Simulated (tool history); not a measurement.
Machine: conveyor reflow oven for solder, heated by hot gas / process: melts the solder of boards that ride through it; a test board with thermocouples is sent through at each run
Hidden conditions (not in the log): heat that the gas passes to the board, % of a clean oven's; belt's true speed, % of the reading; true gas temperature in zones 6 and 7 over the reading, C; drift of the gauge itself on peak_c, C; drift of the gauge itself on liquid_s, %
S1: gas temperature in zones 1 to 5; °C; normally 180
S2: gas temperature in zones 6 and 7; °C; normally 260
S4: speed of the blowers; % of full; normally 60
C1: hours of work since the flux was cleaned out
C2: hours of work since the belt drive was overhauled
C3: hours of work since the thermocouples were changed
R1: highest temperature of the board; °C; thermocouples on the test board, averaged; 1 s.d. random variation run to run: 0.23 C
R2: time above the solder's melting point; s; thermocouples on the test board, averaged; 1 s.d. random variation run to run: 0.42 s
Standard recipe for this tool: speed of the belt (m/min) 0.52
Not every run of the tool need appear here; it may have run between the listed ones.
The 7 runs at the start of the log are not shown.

Run 8, day 11.317: usual settings but speed of the belt (m/min) 0.425; C1 51; C2 154; C3 215. Result: R1 246.3 °C, R2 72.3 s.
Run 9, day 12.721: usual settings; C1 65; C2 167; C3 229. Result: R1 240.6 °C, R2 50.2 s.
Run 10, day 14.771: usual settings but S4 81 % of full; C1 84; C2 187; C3 249. Result: R1 246.1 °C, R2 58.8 s.
Run 11, day 15.679: usual settings; C1 93; C2 196; C3 258. Result: R1 240.4 °C, R2 49.6 s.
Run 12, day 17.25: usual settings but S4 72 % of full; C1 109; C2 211; C3 273. Result: R1 244.3 °C, R2 56 s.
Run 13, day 18.762: usual settings but S4 72 % of full; C1 123; C2 226; C3 288. Result: R1 244.4 °C, R2 54.7 s.
Run 14, day 20.5: usual settings; C1 140; C2 243; C3 304. Result: R1 240 °C, R2 49.9 s.
Run 15, day 22.571: usual settings; C1 160; C2 263; C3 325. Result: R1 239.9 °C, R2 49.6 s.
Run 16, day 23.962: usual settings but S1 191 °C, speed of the belt (m/min) 0.574; C1 174; C2 277; C3 338. Result: R1 239.4 °C, R2 47.7 s.
Run 17, day 25.171: usual settings but speed of the belt (m/min) 0.543; C1 185; C2 288; C3 350. Result: R1 238.3 °C, R2 44 s.
Run 18, day 26.512: usual settings but speed of the belt (m/min) 0.498; C1 198; C2 301; C3 363. Result: R1 241.7 °C, R2 53.1 s.
Run 19, day 27.425: usual settings but speed of the belt (m/min) 0.498; C1 207; C2 310; C3 372. Result: R1 241.6 °C, R2 54.4 s.
Run 20, day 28.929: usual settings but speed of the belt (m/min) 0.498; C1 222; C2 325; C3 386. Result: R1 241.8 °C, R2 53.5 s.
Run 21, day 30.371: usual settings but S1 184 °C, S2 258 °C, speed of the belt (m/min) 0.519, S4 57 % of full; C1 236; C2 339; C3 400. Result: R1 238.2 °C, R2 48.7 s.
Run 22, day 32.112: usual settings but S1 183 °C, S2 274 °C; C1 253; C2 356; C3 417. Result: R1 251.8 °C, R2 61.4 s.
Run 23, day 33.371: usual settings but S1 183 °C, S2 274 °C; C1 265; C2 368; C3 429. Result: R1 251.5 °C, R2 61.4 s.
At day 33.958: flux residue cleaned out of gas plates and filters.
Run 24, day 34.796: usual settings but S1 183 °C, S2 274 °C; C1 8; C2 380; C3 441. Result: R1 253.2 °C, R2 63.7 s.
Run 25, day 36.9: usual settings but S1 192 °C, S2 248 °C, speed of the belt (m/min) 0.585, S4 76 % of full; C1 29; C2 400; C3 462. Result: R1 235.4 °C, R2 46.1 s.
Run 26, day 38.621: usual settings; C1 45; C2 417; C3 478. Result: R1 240.9 °C, R2 50.7 s.
Run 27, day 40.304: usual settings; C1 62; C2 433; C3 495. Result: R1 240.8 °C, R2 51.2 s.
Run 28, day 41.729: usual settings but S2 273 °C, speed of the belt (m/min) 0.56, S4 59 % of full; C1 75; C2 447; C3 509. Result: R1 247.6 °C, R2 52 s.
Run 29, day 43.283: usual settings but S1 176 °C, S4 73 % of full; C1 91; C2 462; C3 524. Result: R1 244.2 °C, R2 53.9 s.
Run 30, day 44.312: usual settings but S1 176 °C, S4 73 % of full; C1 101; C2 472; C3 534. Result: R1 244 °C, R2 54.6 s.

3 ways to go on from here, each from the tool as it stands after run 30. What would each give?
Run A, day 45.775: usual settings but S2 253 °C, speed of the belt (m/min) 0.445; C1 115; C2 486; C3 548. Result: R1 ?, R2 ?.
Run B, day 45.775: usual settings but S1 191 °C; C1 115; C2 486; C3 548. Result: R1 ?, R2 ?.
Run C, day 45.775: usual settings but S1 176 °C, S2 255 °C, S4 55 % of full; C1 115; C2 486; C3 548. Result: R1 ?, R2 ?.

run     R1    R2
  A  240.4  60.2
  B  243.6  58.5
  C  234.1  38.3
With the hidden condition removed and each run's random variation left untouched, the same runs would have given:
run     R1    R2
  A  240.1  59.7
  B  243.4  58.2
  C  233.9    38
